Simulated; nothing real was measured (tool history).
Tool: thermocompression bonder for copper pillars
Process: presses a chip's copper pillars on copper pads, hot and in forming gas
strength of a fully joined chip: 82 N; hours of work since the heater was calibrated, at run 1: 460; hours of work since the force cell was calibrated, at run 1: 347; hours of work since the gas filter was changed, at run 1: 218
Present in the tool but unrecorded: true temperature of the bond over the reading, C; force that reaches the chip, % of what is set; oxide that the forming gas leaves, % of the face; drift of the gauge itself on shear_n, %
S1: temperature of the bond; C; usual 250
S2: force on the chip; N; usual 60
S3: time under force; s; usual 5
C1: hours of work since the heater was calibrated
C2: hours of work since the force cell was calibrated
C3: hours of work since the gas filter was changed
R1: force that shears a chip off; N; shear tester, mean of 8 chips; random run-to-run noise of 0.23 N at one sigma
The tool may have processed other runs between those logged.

run	hour	S1	S2	S3	C1	C2	C3	R1
1	0.0	250	60	5	460	347	218	39.4
2	51.7	250	51	5	496	383	254	34.2
3	76.7	250	51	5	514	400	272	34.2
4	103.7	259	60	5	533	419	291	44.3
5	159.8	259	60	5	572	459	330	44.1
6	211.6	259	60	5	608	495	366	44.2
7	241.6	259	60	5	629	516	387	44.5
# hour 292.1: forming gas filter changed
8	298.1	259	60	5	669	555	4	44.7
9	340.4	259	60	5	698	585	34	44.4
10	369.0	250	60	5	718	605	54	39.7
11	407.3	250	60	5	745	632	81	40.0
12	445.4	250	60	5	772	658	107	39.8
13	489.2	250	60	5	803	689	138	40.0
14	545.6	250	62	5	842	729	178	41.3
15	587.9	250	85	5	872	758	207	52.3
16	640.4	250	85	5	909	795	244	51.9
17	692.0	250	85	5	945	831	280	51.5
18	725.0	250	85	5	968	855	303	51.6
# hour 751.1: heater calibrated with a thermocouple chip
19	784.6	250	85	5	23	895	344	51.6
20	814.5	250	85	5	45	916	365	51.0
21	871.3	250	85	5	84	956	405	50.8
# hour 897.3: forming gas filter changed
22	921.3	250	85	5	119	990	17	51.4
23	976.9	250	37	6	158	1029	56	27.4
24	1017.6	220	47	3	187	1058	84	15.8
25	1053.6	248	71	7	212	1083	110	48.9
26	1082.9	232	71	6	232	1104	130	37.9
27	1123.5	232	71	8	261	1132	159	42.1
28	1181.1	239	51	3	301	1173	199	23.9
29	1206.5	235	60	12	319	1190	217	43.8
30	1241.4	266	77	5	343	1215	241	56.5
31	1292.3	225	66	5	379	1251	277	29.6
32	1352.9	241	60	5	422	1293	319	34.5
33	1398.7	265	40	3	454	1325	352	27.8
34	1427.1	265	40	3	474	1345	371	28.2
35	1457.7	250	60	14	495	1367	393	54.7
# hour 1501.3: forming gas filter changed
36	1517.4	256	60	6	537	1408	11	45.6
37	1564.9	256	60	6	570	1441	45	45.2
38	1620.6	250	85	5	609	1480	84	52.2
39	1651.8	256	41	10	631	1502	105	40.3

Describe how what the log doesn't record of the tool's condition differs between the last listed run preceding each entry between runs and the first listed run following it.
Run 7 -> run 8: forming gas filter changed (hour 292.1)
  oxide that the forming gas leaves, % of the face: 0.78 -> 0.51
Run 18 -> run 19: heater calibrated with a thermocouple chip (hour 751.1)
  true temperature of the bond over the reading, C: 0.5 -> 0; oxide that the forming gas leaves, % of the face: 0.73 -> 0.76
Run 21 -> run 22: forming gas filter changed (hour 897.3)
  oxide that the forming gas leaves, % of the face: 0.8 -> 0.51
Run 35 -> run 36: forming gas filter changed (hour 1501.3)
  oxide that the forming gas leaves, % of the face: 0.78 -> 0.51
